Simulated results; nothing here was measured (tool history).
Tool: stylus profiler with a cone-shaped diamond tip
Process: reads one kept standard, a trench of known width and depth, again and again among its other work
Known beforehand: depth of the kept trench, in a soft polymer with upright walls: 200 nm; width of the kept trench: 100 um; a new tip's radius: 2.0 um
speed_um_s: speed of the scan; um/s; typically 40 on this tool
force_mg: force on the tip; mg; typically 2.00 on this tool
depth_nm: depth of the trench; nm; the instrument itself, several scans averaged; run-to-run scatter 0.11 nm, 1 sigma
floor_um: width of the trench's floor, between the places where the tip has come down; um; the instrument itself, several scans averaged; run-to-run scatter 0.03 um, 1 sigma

run 1 day=0.000 | speed_um_s=40 force_mg=2.00 | depth_nm=201.63 floor_um=98.03
run 2 day=1.892 | speed_um_s=40 force_mg=2.00 | depth_nm=201.61 floor_um=97.94
run 3 day=4.108 | speed_um_s=40 force_mg=2.00 | depth_nm=201.53 floor_um=98.02
run 4 day=7.300 | speed_um_s=40 force_mg=2.80 | depth_nm=202.03 floor_um=98.11
run 5 day=9.200 | speed_um_s=119 force_mg=2.80 | depth_nm=202.26 floor_um=97.74
run 6 day=10.546 | speed_um_s=119 force_mg=2.80 | depth_nm=202.16 floor_um=97.74
run 7 day=12.992 | speed_um_s=119 force_mg=2.80 | depth_nm=201.86 floor_um=97.76
run 8 day=14.979 | speed_um_s=119 force_mg=2.80 | depth_nm=202.02 floor_um=97.78
run 9 day=16.696 | speed_um_s=119 force_mg=2.80 | depth_nm=202.12 floor_um=97.80
run 10 day=19.183 | speed_um_s=40 force_mg=2.87 | depth_nm=202.09 floor_um=98.10
run 11 day=20.829 | speed_um_s=40 force_mg=2.87 | depth_nm=202.10 floor_um=98.06
run 12 day=22.767 | speed_um_s=69 force_mg=2.87 | depth_nm=202.05 floor_um=97.97
run 13 day=24.704 | speed_um_s=69 force_mg=2.87 | depth_nm=202.04 floor_um=97.91
run 14 day=26.550 | speed_um_s=40 force_mg=2.00 | depth_nm=201.48 floor_um=98.06
run 15 day=28.462 | speed_um_s=40 force_mg=2.00 | depth_nm=201.61 floor_um=98.06
run 16 day=30.500 | speed_um_s=40 force_mg=2.00 | depth_nm=201.72 floor_um=98.00
run 17 day=33.475 | speed_um_s=40 force_mg=2.00 | depth_nm=201.78 floor_um=98.04
run 18 day=35.046 | speed_um_s=40 force_mg=2.00 | depth_nm=201.78 floor_um=98.01
run 19 day=38.196 | speed_um_s=52 force_mg=1.45 | depth_nm=201.28 floor_um=97.94
run 20 day=39.783 | speed_um_s=47 force_mg=1.93 | depth_nm=201.61 floor_um=97.99
run 21 day=41.425 | speed_um_s=23 force_mg=4.23 | depth_nm=202.51 floor_um=98.14
run 22 day=44.096 | speed_um_s=11 force_mg=4.64 | depth_nm=202.83 floor_um=98.22
run 23 day=46.721 | speed_um_s=15 force_mg=1.48 | depth_nm=201.40 floor_um=98.18
run 24 day=48.738 | speed_um_s=52 force_mg=1.43 | depth_nm=201.40 floor_um=97.89
run 25 day=51.504 | speed_um_s=61 force_mg=1.02 | depth_nm=201.02 floor_um=97.90
-- day=52.317 height scale calibrated on a step standard
run 26 day=54.229 | speed_um_s=29 force_mg=1.34 | depth_nm=201.07 floor_um=98.01
run 27 day=56.717 | speed_um_s=29 force_mg=1.34 | depth_nm=201.09 floor_um=98.07
run 28 day=59.725 | speed_um_s=50 force_mg=2.94 | depth_nm=202.13 floor_um=98.03

Below, some changes in floor_um between adjacent runs. For each, the amount present without the hidden state too (settings, incoming material, random variation) and the amount remaining for the hidden state with gauge scatter not shared by both compared results:
The tool's hidden condition here consists of: radius of the tip, um; height scale over the true one, %; drift of the gauge itself on depth_nm, %; drift of the gauge itself on floor_um, %.
Run 2 -> 3: no setting changed, nothing entered. floor_um +0.08 um: hidden state +0.01, all else +0.07.
Run 3 -> 4: force_mg 2.00 -> 2.80. floor_um +0.09 um: hidden state -0.01, all else +0.10.
Run 4 -> 5: speed_um_s 40 -> 119. floor_um -0.37 um: hidden state +0.01, all else -0.38.
Run 9 -> 10: speed_um_s 119 -> 40, force_mg 2.80 -> 2.87. floor_um +0.30 um: hidden state +0.00, all else +0.30.

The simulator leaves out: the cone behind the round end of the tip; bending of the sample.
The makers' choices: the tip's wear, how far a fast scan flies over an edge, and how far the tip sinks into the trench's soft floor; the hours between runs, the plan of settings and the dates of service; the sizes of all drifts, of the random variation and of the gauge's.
